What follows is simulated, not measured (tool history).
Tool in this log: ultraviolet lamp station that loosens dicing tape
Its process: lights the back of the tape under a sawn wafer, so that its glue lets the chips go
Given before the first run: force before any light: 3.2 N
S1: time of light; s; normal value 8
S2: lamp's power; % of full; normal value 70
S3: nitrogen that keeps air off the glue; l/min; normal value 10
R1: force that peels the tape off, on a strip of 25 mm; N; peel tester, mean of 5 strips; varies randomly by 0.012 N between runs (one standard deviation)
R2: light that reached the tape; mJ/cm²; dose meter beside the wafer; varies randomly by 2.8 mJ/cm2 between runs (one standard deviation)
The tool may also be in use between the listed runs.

| run | day | S1 | S2 | S3 | R1 | R2 |
|---|---|---|---|---|---|---|
| 1 | 0.000 | 8 | 70 | 10 | 0.564 | 367 |
| 2 | 0.388 | 8 | 70 | 10 | 0.573 | 364 |
| 3 | 0.996 | 8 | 70 | 10 | 0.571 | 363 |
| 4 | 1.454 | 8 | 70 | 10 | 0.595 | 361 |
| 5 | 1.975 | 8 | 70 | 18 | 0.427 | 355 |
| 6 | 2.338 | 8 | 70 | 10 | 0.572 | 360 |
| 7 | 2.967 | 8 | 70 | 10 | 0.611 | 361 |
| 8 | 3.325 | 8 | 70 | 10 | 0.593 | 359 |
| 9 | 3.675 | 8 | 70 | 10 | 0.570 | 356 |
| 10 | 4.317 | 8 | 70 | 10 | 0.598 | 355 |
| 11 | 4.688 | 8 | 70 | 10 | 0.585 | 353 |
| 12 | 5.388 | 8 | 70 | 10 | 0.601 | 355 |
| 13 | 6.008 | 8 | 70 | 10 | 0.596 | 356 |
| 14 | 6.371 | 8 | 70 | 10 | 0.629 | 350 |
| 15 | 7.008 | 8 | 70 | 10 | 0.589 | 351 |
| 16 | 7.629 | 8 | 70 | 10 | 0.609 | 353 |
| 17 | 8.188 | 8 | 70 | 10 | 0.620 | 348 |
| 18 | 8.942 | 8 | 70 | 10 | 0.613 | 349 |
| 19 | 9.333 | 8 | 70 | 10 | 0.632 | 349 |
| 20 | 10.062 | 8 | 70 | 10 | 0.613 | 346 |

What will run 21 give?
| 21 | 10.600 | 4 | 86 | 15 | ? | ? |

{"run 21": {"R1": 0.974, "R2": 213}}
Were there no unlogged condition in the tool, this run, its random variation unchanged, would have produced R1 0.858 N, R2 238 mJ/cm².
